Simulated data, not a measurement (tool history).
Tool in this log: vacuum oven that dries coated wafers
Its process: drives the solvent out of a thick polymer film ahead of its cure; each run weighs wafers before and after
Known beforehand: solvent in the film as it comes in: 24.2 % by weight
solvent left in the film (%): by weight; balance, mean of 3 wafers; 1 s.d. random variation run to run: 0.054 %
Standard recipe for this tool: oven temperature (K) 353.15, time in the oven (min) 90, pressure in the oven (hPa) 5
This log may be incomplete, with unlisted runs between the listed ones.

| run | hour | oven temperature (K) | time in the oven (min) | pressure in the oven (hPa) | solvent left in the film (%) |
|---|---|---|---|---|---|
| 1 | 0 | 353.15 | 90 | 5 | 1.8 |
| 2 | 41.7 | 353.15 | 90 | 14.27 | 2 |
| 3 | 102 | 353.15 | 90 | 14.27 | 1.96 |
| 4 | 135.1 | 353.15 | 146 | 5 | 0.49 |
| 5 | 171.4 | 353.15 | 156 | 5 | 0.52 |
| 6 | 223 | 353.15 | 156 | 5 | 0.48 |
| 7 | 264.9 | 353.15 | 156 | 14.82 | 0.6 |
| 8 | 297.8 | 353.15 | 156 | 14.82 | 0.7 |
| 9 | 328.8 | 353.15 | 109 | 5 | 1.04 |
| 10 | 368.5 | 353.15 | 90 | 5 | 1.7 |
| 11 | 395.3 | 353.15 | 90 | 5 | 1.74 |
|  | 400.5 | oven's thermocouples calibrated |
| 12 | 425.3 | 354.15 | 96 | 14.77 | 1.32 |
| 13 | 459 | 363.15 | 96 | 10.44 | 0.39 |
| 14 | 509.5 | 353.15 | 47 | 2.74 | 4.72 |
| 15 | 550.1 | 353.15 | 47 | 8.97 | 5.03 |
| 16 | 588.2 | 360.15 | 49 | 3.5 | 2.54 |
| 17 | 615.9 | 360.15 | 49 | 3.5 | 2.48 |
| 18 | 659.5 | 360.15 | 49 | 13.87 | 2.59 |
| 19 | 705.9 | 355.15 | 52 | 7.98 | 3.6 |
|  | 711.8 | oven's thermocouples calibrated, once more |
| 20 | 764.5 | 353.15 | 119 | 3.53 | 1.03 |
| 21 | 812.8 | 350.15 | 45 | 6.23 | 7.13 |
| 22 | 874.2 | 353.15 | 156 | 2.99 | 0.57 |

Measured result minus the same run's result without the hidden state. Both carry the same run-to-run variation, though not necessarily the same gauge scatter:
Unlogged tool condition in this case: true wafer temperature over the reading, C; true pressure over the reading, kPa; drift of the gauge itself on solvent_pct, %.
| run | solvent left in the film (%) |
|---|---|
| 1 | -0.14 |
| 2 | -0.16 |
| 3 | -0.17 |
| 4 | +0.01 |
| 5 | +0.02 |
| 6 | +0.02 |
| 7 | +0.01 |
| 8 | +0 |
| 9 | -0.12 |
| 10 | -0.21 |
| 11 | -0.21 |
| 12 | -0.33 |
| 13 | -0.06 |
| 14 | -0.81 |
| 15 | -0.86 |
| 16 | -0.62 |
| 17 | -0.64 |
| 18 | -0.67 |
| 19 | -0.79 |
| 20 | +0.09 |
| 21 | +0 |
| 22 | +0.11 |
